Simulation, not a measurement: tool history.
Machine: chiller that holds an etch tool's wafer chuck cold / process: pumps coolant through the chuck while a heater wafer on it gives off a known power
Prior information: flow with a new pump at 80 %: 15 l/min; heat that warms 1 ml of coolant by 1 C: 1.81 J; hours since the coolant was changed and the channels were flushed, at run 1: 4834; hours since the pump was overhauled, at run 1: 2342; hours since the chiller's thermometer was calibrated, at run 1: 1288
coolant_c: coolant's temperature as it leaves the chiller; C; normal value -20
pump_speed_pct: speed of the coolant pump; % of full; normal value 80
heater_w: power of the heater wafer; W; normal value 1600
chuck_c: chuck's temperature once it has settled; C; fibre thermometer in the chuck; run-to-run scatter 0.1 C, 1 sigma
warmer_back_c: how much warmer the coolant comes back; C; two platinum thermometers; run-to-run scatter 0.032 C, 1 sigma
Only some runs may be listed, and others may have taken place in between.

run,hour,coolant_c,pump_speed_pct,heater_w,hours since the coolant was changed and the channels were flushed,hours since the pump was overhauled,hours since the chiller's thermometer was calibrated,chuck_c,warmer_back_c
1,0.0,-20,80,1600,4834,2342,1288,-7.3,3.54
2,178.4,-20,80,1600,5012,2520,1466,-7.4,3.55
3,270.9,-20,92,1600,5105,2612,1559,-8.5,3.00
4,412.8,-20,70,1600,5246,2754,1700,-5.9,4.14
5,594.1,-20,70,1600,5428,2936,1882,-6.0,4.14
6,668.9,-20,70,1600,5503,3010,1957,-5.9,4.07
7,818.0,-20,80,1600,5652,3160,2106,-7.3,3.57
8,899.0,-20,80,2392,5733,3241,2187,-1.1,5.35
9,992.4,-20,80,1600,5826,3334,2280,-7.3,3.50
10,1104.1,-20,91,1600,5938,3446,2392,-8.4,3.04
11,1233.5,-20,92,1600,6067,3575,2521,-8.6,3.01
12,1353.0,-20,92,1600,6187,3695,2641,-8.7,2.96
13,1470.5,-20,92,1600,6304,3812,2758,-8.6,3.01
14,1629.9,-20,80,1600,6464,3972,2918,-7.3,3.52
15,1771.8,-20,69,1600,6606,4113,3059,-5.8,4.26
16,1916.0,-20,69,1600,6750,4258,3204,-6.0,4.14
17,2006.9,-17,82,1647,6841,4349,3295,-4.1,3.52
18,2184.2,-17,82,1647,7018,4526,3472,-4.2,3.52
19,2289.4,-24,74,2145,7123,4631,3577,-5.9,5.20
# hour 2365.9: chiller's thermometer calibrated
20,2422.9,-11,76,1737,7256,4763,57,3.3,4.12

Estimate the outcome of run 21 from the log above:
21,2496.7,-26,69,2190,7329,4837,131,?,?

{"run 21": {"chuck_c": -6.5, "warmer_back_c": 5.69}}
With no hidden state in the tool, this same run would have given chuck_c -6.6 C, warmer_back_c 5.69 C.
